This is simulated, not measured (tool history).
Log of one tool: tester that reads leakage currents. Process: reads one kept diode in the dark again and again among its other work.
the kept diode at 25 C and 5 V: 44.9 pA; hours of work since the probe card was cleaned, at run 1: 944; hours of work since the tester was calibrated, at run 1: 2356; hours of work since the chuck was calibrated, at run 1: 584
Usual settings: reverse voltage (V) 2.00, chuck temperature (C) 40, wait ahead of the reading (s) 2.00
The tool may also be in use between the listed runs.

run,day,reverse voltage (V),chuck temperature (C),wait ahead of the reading (s),hours of work since the probe card was cleaned,hours of work since the tester was calibrated,hours of work since the chuck was calibrated,current that the tester gives (pA)
1,0.000,2.00,40,2.00,944,2356,584,100.57
2,2.338,2.00,40,2.00,986,2399,627,99.71
# day 3.738: probe card cleaned and baked
3,4.892,2.00,40,2.00,21,2443,671,93.97
4,7.788,2.00,40,2.00,74,2496,724,93.27
5,10.900,2.00,40,2.00,130,2552,780,93.12
# day 12.517: chuck's temperature calibrated
6,14.288,2.00,40,2.00,191,2613,32,106.07
7,16.425,2.00,40,2.00,230,2652,71,106.43
8,18.104,2.00,40,2.00,260,2682,102,105.56
9,21.204,2.00,40,2.00,317,2739,158,105.05
10,24.288,2.00,40,2.00,373,2795,214,104.68
11,26.379,2.00,40,9.15,411,2833,252,103.52
12,29.308,2.00,34,2.00,464,2886,306,61.24
13,32.350,2.00,34,2.00,520,2942,361,61.41
14,35.721,2.00,27,2.00,581,3003,423,33.37
15,38.229,2.00,40,2.00,627,3049,468,102.11
16,39.921,7.11,40,2.00,657,3079,499,210.34
17,41.729,2.00,40,2.00,690,3112,532,100.88
18,44.192,2.00,40,2.00,735,3157,577,99.82
19,45.771,2.00,40,2.00,764,3186,606,99.34
20,47.854,2.00,40,2.00,802,3224,644,98.98
21,50.171,13.08,40,3.38,844,3266,686,295.79
22,52.100,1.10,40,0.38,879,3301,721,70.06
23,54.112,2.00,58,1.26,916,3338,757,419.98
24,56.204,2.00,40,0.86,954,3376,796,97.67
# day 56.875: chuck's temperature calibrated
25,58.888,1.42,27,2.00,1001,3423,37,29.38
# day 59.308: probe card cleaned and baked
26,61.379,10.64,21,3.30,38,3466,80,45.31
27,64.454,10.64,21,3.30,94,3522,136,46.71
28,66.075,18.35,40,0.77,123,3552,165,349.27
29,68.358,18.35,40,0.77,165,3593,207,349.70
30,71.171,18.35,40,0.77,216,3645,258,350.93
31,74.388,16.70,37,3.68,275,3703,317,254.32
32,77.775,2.00,54,2.00,336,3765,378,312.67
33,79.954,1.96,40,4.29,376,3805,418,95.95
34,81.604,2.00,40,5.60,406,3835,448,96.35
35,84.458,3.86,40,0.43,458,3887,500,141.18
36,86.512,3.86,25,0.43,495,3924,537,39.87
37,89.500,3.86,25,0.43,550,3978,592,40.08
38,91.621,1.19,25,0.43,588,4017,630,19.73
39,94.442,5.71,57,0.43,640,4068,682,687.53
40,96.604,5.71,57,0.43,679,4108,721,682.18

Forecast each of these 3 alternatives for the next run:
A,98.725,5.71,57,0.51,718,4146,760,?
B,98.725,19.97,25,0.48,718,4146,760,?
C,98.725,4.91,44,2.30,718,4146,760,?

run,current that the tester gives (pA)
A,677.54
B,123.65
C,219.21
Without the tool's hidden state the same runs would have given:
run,current that the tester gives (pA)
A,775.42
B,104.18
C,247.21
